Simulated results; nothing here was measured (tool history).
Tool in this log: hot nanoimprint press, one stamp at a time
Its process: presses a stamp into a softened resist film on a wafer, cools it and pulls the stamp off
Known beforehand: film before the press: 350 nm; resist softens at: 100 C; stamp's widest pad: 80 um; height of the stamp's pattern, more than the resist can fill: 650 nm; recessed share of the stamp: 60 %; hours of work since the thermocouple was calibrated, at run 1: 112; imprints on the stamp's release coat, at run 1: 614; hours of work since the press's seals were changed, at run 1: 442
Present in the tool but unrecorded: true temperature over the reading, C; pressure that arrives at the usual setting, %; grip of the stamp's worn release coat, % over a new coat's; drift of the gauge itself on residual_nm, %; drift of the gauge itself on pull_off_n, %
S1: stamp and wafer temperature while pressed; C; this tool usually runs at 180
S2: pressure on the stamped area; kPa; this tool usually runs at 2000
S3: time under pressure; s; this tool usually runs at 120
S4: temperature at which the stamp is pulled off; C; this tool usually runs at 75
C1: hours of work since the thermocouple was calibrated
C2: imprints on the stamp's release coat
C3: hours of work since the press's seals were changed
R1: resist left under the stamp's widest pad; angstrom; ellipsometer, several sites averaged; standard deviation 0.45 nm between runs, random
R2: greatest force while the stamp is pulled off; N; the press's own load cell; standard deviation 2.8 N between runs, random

run,hour,S1,S2,S3,S4,C1,C2,C3,R1,R2
1,0,180,2000,120,75,112,614,442,1657,187
2,32.5,180,2000,120,75,125,719,456,1652,186
3,89.9,180,2000,120,75,150,904,481,1646,187
# hour 106.7: stamp cleaned and given a new release coat
4,131.4,180,2000,120,75,165,80,496,1648,184
5,187.9,180,2000,120,75,189,261,520,1647,182
6,224.5,184,2000,120,75,204,379,535,1455,186
7,265.6,184,2000,120,75,222,512,553,1454,190
8,315.9,184,2000,120,75,243,674,574,1467,190
9,372.4,184,2000,120,75,267,856,598,1454,186
# hour 405: stamp cleaned and given a new release coat
10,412.3,184,2000,120,75,281,23,612,1451,191
11,455.9,180,2000,120,64,300,164,631,1647,226
12,497.2,180,2000,120,64,317,297,648,1645,226
13,533.3,180,2000,120,64,333,413,663,1652,227
14,563.7,180,2000,120,64,346,511,676,1651,226
15,613.4,180,2000,120,64,367,672,697,1643,226
16,663.3,180,2000,120,64,388,832,719,1648,226
# hour 703.1: stamp cleaned and given a new release coat
17,703.6,180,2000,120,64,402,2,733,1649,228
18,732.6,174,1600,146,72,415,95,745,2050,197
19,777.1,174,1600,146,72,433,239,764,2040,194
20,816.4,184,1360,120,75,450,365,781,1734,186
21,850.8,175,2000,137,79,465,476,796,1849,173
22,886.7,174,1820,187,80,480,592,811,1783,167
23,925.5,174,2270,74,79,496,717,827,2195,172
# hour 955.2: press's hydraulic seals changed and the load cell set to zero
24,987.7,173,2270,86,79,519,892,14,2160,168
# hour 1012.4: stamp cleaned and given a new release coat
25,1024.7,178,2420,86,79,532,39,27,1813,168
26,1052.9,179,2420,82,79,544,130,39,1786,176
27,1100.3,179,2420,82,79,565,283,59,1789,172
# hour 1135.8: plate thermocouple calibrated
28,1146.5,179,2420,82,79,5,422,77,1795,174
29,1199.6,187,1610,82,79,27,594,100,1678,171

4 ways to go on from here, each from the tool as it stands after run 29. What would each give?
A,1238.9,178,2000,120,75,44,720,116,?,?
B,1238.9,180,2510,120,75,44,720,116,?,?
C,1238.9,169,2000,110,65,44,720,116,?,?
D,1238.9,180,2000,120,72,44,720,116,?,?

run,R1,R2
A,1751,183
B,1488,188
C,2360,220
D,1652,202
The same runs, with their run-to-run variation unchanged, on a tool lacking any hidden condition would have given:
run,R1,R2
A,1751,182
B,1487,187
C,2360,219
D,1652,201

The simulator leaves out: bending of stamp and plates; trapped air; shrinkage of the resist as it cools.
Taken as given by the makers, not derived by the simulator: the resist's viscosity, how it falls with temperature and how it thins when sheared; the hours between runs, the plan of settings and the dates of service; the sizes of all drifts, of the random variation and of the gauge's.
